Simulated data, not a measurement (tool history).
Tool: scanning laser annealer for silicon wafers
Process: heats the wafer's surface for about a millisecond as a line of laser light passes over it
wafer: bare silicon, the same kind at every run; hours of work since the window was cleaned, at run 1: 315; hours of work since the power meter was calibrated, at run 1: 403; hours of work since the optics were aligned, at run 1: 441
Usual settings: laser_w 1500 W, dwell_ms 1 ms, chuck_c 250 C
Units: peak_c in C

| run | day | laser_w | dwell_ms | chuck_c | hours of work since the window was cleaned | hours of work since the power meter was calibrated | hours of work since the optics were aligned | peak_c |
|---|---|---|---|---|---|---|---|---|
| 1 | 0 | 1500 | 1 | 250 | 315 | 403 | 441 | 977 |
| 2 | 1.258 | 1500 | 1 | 250 | 329 | 417 | 455 | 980 |
| 3 | 2.15 | 1500 | 1 | 250 | 339 | 427 | 465 | 976 |
| 4 | 3.067 | 1500 | 1 | 250 | 349 | 437 | 476 | 974 |
| 5 | 4.05 | 1500 | 1 | 250 | 360 | 448 | 487 | 980 |
| 6 | 5.138 | 1500 | 1 | 250 | 372 | 460 | 499 | 977 |
| 7 | 6.067 | 1500 | 1 | 250 | 383 | 470 | 509 | 976 |
| 8 | 7.071 | 1500 | 1 | 250 | 394 | 481 | 520 | 975 |
| 9 | 8.158 | 1500 | 1 | 250 | 406 | 493 | 532 | 974 |
| 10 | 9.029 | 1591 | 1 | 250 | 416 | 503 | 542 | 1024 |
| 11 | 9.958 | 1500 | 1 | 250 | 426 | 514 | 552 | 972 |
| 12 | 10.479 | 1500 | 1 | 250 | 432 | 519 | 558 | 970 |
| 13 | 11.233 | 1500 | 1 | 250 | 440 | 528 | 566 | 972 |
| 14 | 12.146 | 1500 | 1.18 | 276 | 450 | 538 | 577 | 1061 |
| 15 | 12.875 | 1344 | 1.08 | 250 | 458 | 546 | 585 | 903 |
| 16 | 13.504 | 1344 | 1.08 | 250 | 465 | 553 | 592 | 905 |
| 17 | 14.383 | 1344 | 0.97 | 275 | 475 | 563 | 602 | 895 |
|  | 14.704 | optics aligned, line set to its width |
| 18 | 15.154 | 1391 | 0.97 | 269 | 481 | 569 | 5 | 906 |
| 19 | 15.975 | 1391 | 0.97 | 269 | 491 | 578 | 14 | 908 |
| 20 | 16.712 | 1391 | 0.97 | 269 | 499 | 586 | 22 | 911 |
|  | 17.942 | optics aligned, line set to its width, once more |
| 21 | 18.217 | 1389 | 0.97 | 222 | 513 | 601 | 3 | 879 |
| 22 | 18.95 | 1389 | 0.97 | 222 | 521 | 609 | 11 | 878 |
| 23 | 19.842 | 1389 | 0.97 | 222 | 531 | 619 | 21 | 879 |
| 24 | 21.079 | 1389 | 0.97 | 222 | 545 | 633 | 35 | 876 |

Hidden state at the last listed run before each entry between runs and at the first one after, where it differs:
Between runs 17 and 18: optics aligned, line set to its width (day 14.704)
  light that passes the window, % of a clean one's: 98.48 -> 98.46; laser's true power over the reading, %: -0.6 -> -0.61; width of the line over the set one, %: 2.71 -> 4.4
  measured less the result without the state, peak_c: -28 -> -37 C
Between runs 20 and 21: optics aligned, line set to its width, once more (day 17.942)
  light that passes the window, % of a clean one's: 98.42 -> 98.38; laser's true power over the reading, %: -0.62 -> -0.64; width of the line over the set one, %: 4.46 -> 0.18
  measured less the result without the state, peak_c: -38 -> -19 C
